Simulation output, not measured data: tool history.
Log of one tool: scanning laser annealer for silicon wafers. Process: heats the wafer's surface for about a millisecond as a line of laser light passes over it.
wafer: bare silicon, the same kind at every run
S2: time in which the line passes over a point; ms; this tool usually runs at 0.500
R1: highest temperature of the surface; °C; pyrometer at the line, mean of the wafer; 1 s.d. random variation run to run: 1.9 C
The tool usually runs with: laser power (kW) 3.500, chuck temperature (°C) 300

Run 1, hour 0.0: usual settings. Result: R1 1073 °C.
Run 2, hour 12.5: usual settings. Result: R1 1077 °C.
At hour 30.1: window over the wafer cleaned.
Run 3, hour 35.1: usual settings. Result: R1 1091 °C.
Run 4, hour 51.9: usual settings. Result: R1 1092 °C.
Run 5, hour 64.3: usual settings but laser power (kW) 3.843. Result: R1 1164 °C.
Run 6, hour 82.0: usual settings but laser power (kW) 3.843. Result: R1 1163 °C.
Run 7, hour 95.6: usual settings but S2 0.440 ms. Result: R1 1030 °C.
Run 8, hour 119.9: usual settings but S2 0.440 ms. Result: R1 1029 °C.
Run 9, hour 147.7: usual settings but chuck temperature (°C) 336. Result: R1 1125 °C.
Run 10, hour 160.3: usual settings but laser power (kW) 3.383. Result: R1 1061 °C.
Run 11, hour 180.5: usual settings. Result: R1 1085 °C.
Run 12, hour 193.7: usual settings but S2 0.401 ms. Result: R1 990 °C.
Run 13, hour 214.2: usual settings. Result: R1 1083 °C.
Run 14, hour 227.9: usual settings. Result: R1 1086 °C.
Run 15, hour 255.6: usual settings. Result: R1 1086 °C.
Run 16, hour 282.5: usual settings but S2 0.440 ms. Result: R1 1028 °C.
Run 17, hour 301.7: usual settings but S2 0.484 ms. Result: R1 1072 °C.
At hour 308.7: optics aligned, line set to its width.
Run 18, hour 333.3: usual settings but S2 0.484 ms. Result: R1 1067 °C.
Run 19, hour 346.7: usual settings but S2 0.484 ms. Result: R1 1065 °C.
Run 20, hour 364.1: usual settings but S2 0.484 ms. Result: R1 1065 °C.
At hour 383.5: optics aligned, line set to its width, once more.
Run 21, hour 396.1: usual settings but S2 0.484 ms. Result: R1 1072 °C.
Run 22, hour 418.4: usual settings but S2 0.484 ms. Result: R1 1071 °C.
Run 23, hour 431.6: usual settings but S2 0.420 ms, chuck temperature (°C) 334. Result: R1 1043 °C.
Run 24, hour 456.4: usual settings but laser power (kW) 3.396, chuck temperature (°C) 261. Result: R1 1025 °C.
Run 25, hour 471.1: usual settings but laser power (kW) 3.749, S2 0.601 ms, chuck temperature (°C) 264. Result: R1 1198 °C.
Run 26, hour 490.3: usual settings but laser power (kW) 3.482, S2 0.372 ms. Result: R1 956 °C.
Run 27, hour 517.1: usual settings but laser power (kW) 3.070, S2 0.503 ms. Result: R1 993 °C.
Run 28, hour 536.9: usual settings but laser power (kW) 3.070, S2 0.503 ms, chuck temperature (°C) 293. Result: R1 986 °C.
Run 29, hour 550.5: usual settings but laser power (kW) 3.703, S2 0.462 ms, chuck temperature (°C) 311. Result: R1 1101 °C.
Run 30, hour 576.7: usual settings but laser power (kW) 3.703, S2 0.462 ms, chuck temperature (°C) 311. Result: R1 1095 °C.
Run 31, hour 592.4: usual settings but laser power (kW) 3.400, S2 0.519 ms. Result: R1 1076 °C.
Run 32, hour 604.0: usual settings but laser power (kW) 3.400, S2 0.519 ms. Result: R1 1076 °C.
Run 33, hour 622.4: usual settings but laser power (kW) 3.250, S2 0.361 ms, chuck temperature (°C) 297. Result: R1 898 °C.
Run 34, hour 650.1: usual settings but laser power (kW) 3.250, S2 0.361 ms, chuck temperature (°C) 297. Result: R1 899 °C.
Run 35, hour 661.9: usual settings but laser power (kW) 3.250, S2 0.361 ms, chuck temperature (°C) 297. Result: R1 895 °C.
Run 36, hour 681.1: usual settings but laser power (kW) 3.495, S2 0.484 ms, chuck temperature (°C) 302. Result: R1 1068 °C.
Run 37, hour 697.4: usual settings but laser power (kW) 3.702, chuck temperature (°C) 291. Result: R1 1112 °C.
Run 38, hour 710.7: usual settings but laser power (kW) 3.535, S2 0.371 ms, chuck temperature (°C) 298. Result: R1 953 °C.
Run 39, hour 729.4: usual settings but laser power (kW) 3.535, S2 0.371 ms, chuck temperature (°C) 298. Result: R1 957 °C.
Run 40, hour 750.7: usual settings but laser power (kW) 3.561, S2 0.496 ms, chuck temperature (°C) 313. Result: R1 1097 °C.
Run 41, hour 770.8: usual settings but laser power (kW) 3.209, chuck temperature (°C) 268. Result: R1 986 °C.

Each row is a separate what-if for the run after 41, all from the same tool condition, not one after another. Results?
Run A, hour 794.4: usual settings but S2 0.530 ms, chuck temperature (°C) 292. Result: R1 ?.
Run B, hour 794.4: usual settings but laser power (kW) 3.681, S2 0.431 ms, chuck temperature (°C) 307. Result: R1 ?.
Run C, hour 794.4: usual settings but laser power (kW) 3.209, S2 0.382 ms, chuck temperature (°C) 284. Result: R1 ?.
Run D, hour 794.4: usual settings but laser power (kW) 3.495, chuck temperature (°C) 268. Result: R1 ?.

run    R1
  A  1100
  B  1052
  C   893
  D  1046
Had the tool no hidden state, the same runs would have come out as:
run    R1
  A  1118
  B  1069
  C   907
  D  1064
